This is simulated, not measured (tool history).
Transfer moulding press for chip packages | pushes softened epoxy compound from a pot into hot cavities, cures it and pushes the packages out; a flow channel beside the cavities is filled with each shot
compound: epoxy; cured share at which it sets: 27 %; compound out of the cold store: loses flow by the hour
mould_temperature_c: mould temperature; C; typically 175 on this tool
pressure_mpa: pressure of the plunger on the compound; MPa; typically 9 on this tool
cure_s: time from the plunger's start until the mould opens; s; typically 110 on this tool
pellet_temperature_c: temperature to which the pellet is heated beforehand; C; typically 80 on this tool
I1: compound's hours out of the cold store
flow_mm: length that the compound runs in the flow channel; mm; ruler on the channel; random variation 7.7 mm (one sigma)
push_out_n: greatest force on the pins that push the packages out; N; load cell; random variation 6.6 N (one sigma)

Run 1, hour 0: usual settings; I1 38.1. Result: flow_mm 867 mm, push_out_n 261 N.
Run 2, hour 7.7: usual settings; I1 32.3. Result: flow_mm 897 mm, push_out_n 257 N.
Run 3, hour 20.7: usual settings; I1 46.6. Result: flow_mm 833 mm, push_out_n 254 N.
Run 4, hour 33.7: usual settings; I1 41.8. Result: flow_mm 854 mm, push_out_n 257 N.
Run 5, hour 47.9: usual settings; I1 44.9. Result: flow_mm 835 mm, push_out_n 261 N.
Run 6, hour 56.2: usual settings; I1 29.1. Result: flow_mm 904 mm, push_out_n 247 N.
Run 7, hour 72: usual settings but cure_s 94 s; I1 36.2. Result: flow_mm 884 mm, push_out_n 359 N.
Run 8, hour 79.9: usual settings but cure_s 94 s; I1 23. Result: flow_mm 934 mm, push_out_n 376 N.
Run 9, hour 88.7: usual settings but cure_s 94 s; I1 31.8. Result: flow_mm 902 mm, push_out_n 364 N.
Run 10, hour 96: usual settings but mould_temperature_c 176 C; I1 13.5. Result: flow_mm 969 mm, push_out_n 250 N.
Run 11, hour 111.3: usual settings but mould_temperature_c 176 C; I1 14.9. Result: flow_mm 961 mm, push_out_n 259 N.
Run 12, hour 126.1: usual settings; I1 44.9. Result: flow_mm 850 mm, push_out_n 262 N.
Run 13, hour 134.8: usual settings; I1 15. Result: flow_mm 969 mm, push_out_n 274 N.
Run 14, hour 142.6: usual settings; I1 38.2. Result: flow_mm 869 mm, push_out_n 259 N.
Run 15, hour 152.8: usual settings; I1 44.5. Result: flow_mm 846 mm, push_out_n 251 N.
Run 16, hour 164.5: usual settings; I1 15.9. Result: flow_mm 963 mm, push_out_n 265 N.
Run 17, hour 176.9: usual settings but mould_temperature_c 169 C, pressure_mpa 7.49 MPa; I1 41.4. Result: flow_mm 803 mm, push_out_n 375 N.
Run 18, hour 185.3: usual settings but mould_temperature_c 173 C; I1 42.5. Result: flow_mm 850 mm, push_out_n 292 N.
Run 19, hour 198.3: usual settings but pressure_mpa 6.99 MPa, pellet_temperature_c 84 C; I1 24.4. Result: flow_mm 829 mm, push_out_n 271 N.
Run 20, hour 210.8: usual settings but pressure_mpa 6.99 MPa, pellet_temperature_c 84 C; I1 25.3. Result: flow_mm 810 mm, push_out_n 260 N.
Run 21, hour 225.6: usual settings but pressure_mpa 6.99 MPa, pellet_temperature_c 84 C; I1 13. Result: flow_mm 854 mm, push_out_n 275 N.
Run 22, hour 239: usual settings but pressure_mpa 6.99 MPa, pellet_temperature_c 84 C; I1 32.7. Result: flow_mm 792 mm, push_out_n 252 N.
Run 23, hour 249.5: usual settings but pressure_mpa 6.99 MPa, pellet_temperature_c 84 C; I1 22.8. Result: flow_mm 822 mm, push_out_n 264 N.
Run 24, hour 263.1: usual settings but pressure_mpa 6.99 MPa, pellet_temperature_c 84 C; I1 13.3. Result: flow_mm 840 mm, push_out_n 266 N.
Run 25, hour 277.3: usual settings but mould_temperature_c 173 C, pressure_mpa 9.71 MPa, cure_s 101 s, pellet_temperature_c 85 C; I1 47.8. Result: flow_mm 885 mm, push_out_n 333 N.
Run 26, hour 289.2: usual settings but mould_temperature_c 173 C, pressure_mpa 9.71 MPa, cure_s 101 s, pellet_temperature_c 85 C; I1 24.4. Result: flow_mm 963 mm, push_out_n 355 N.
Run 27, hour 301.8: usual settings but mould_temperature_c 173 C, pressure_mpa 9.71 MPa, cure_s 101 s, pellet_temperature_c 85 C; I1 11.9. Result: flow_mm 1025 mm, push_out_n 372 N.
Run 28, hour 318.1: usual settings but pressure_mpa 8 MPa; I1 38.5. Result: flow_mm 810 mm, push_out_n 262 N.
Run 29, hour 327.8: usual settings but pressure_mpa 8 MPa; I1 27.6. Result: flow_mm 866 mm, push_out_n 268 N.

Not shown: 4 entries that the log had between the listed runs. Between which runs, and how does the tool's hidden state differ before and after?
After run 3, before run 4: cavities cleaned with cleaning compound and waxed (hour 33)
  pressure that reaches the compound, % of what is set: 99.96 -> 99.95; grip of the stained cavities, % over clean ones': 0.6 -> 0
After run 10, before run 11: cavities cleaned with cleaning compound and waxed (hour 108)
  grip of the stained cavities, % over clean ones': 0.6 -> 0.1
After run 17, before run 18: cavities cleaned with cleaning compound and waxed (hour 183.1)
  grip of the stained cavities, % over clean ones': 0.6 -> 0
After run 23, before run 24: cavities cleaned with cleaning compound and waxed (hour 258.7)
  grip of the stained cavities, % over clean ones': 0.6 -> 0.1

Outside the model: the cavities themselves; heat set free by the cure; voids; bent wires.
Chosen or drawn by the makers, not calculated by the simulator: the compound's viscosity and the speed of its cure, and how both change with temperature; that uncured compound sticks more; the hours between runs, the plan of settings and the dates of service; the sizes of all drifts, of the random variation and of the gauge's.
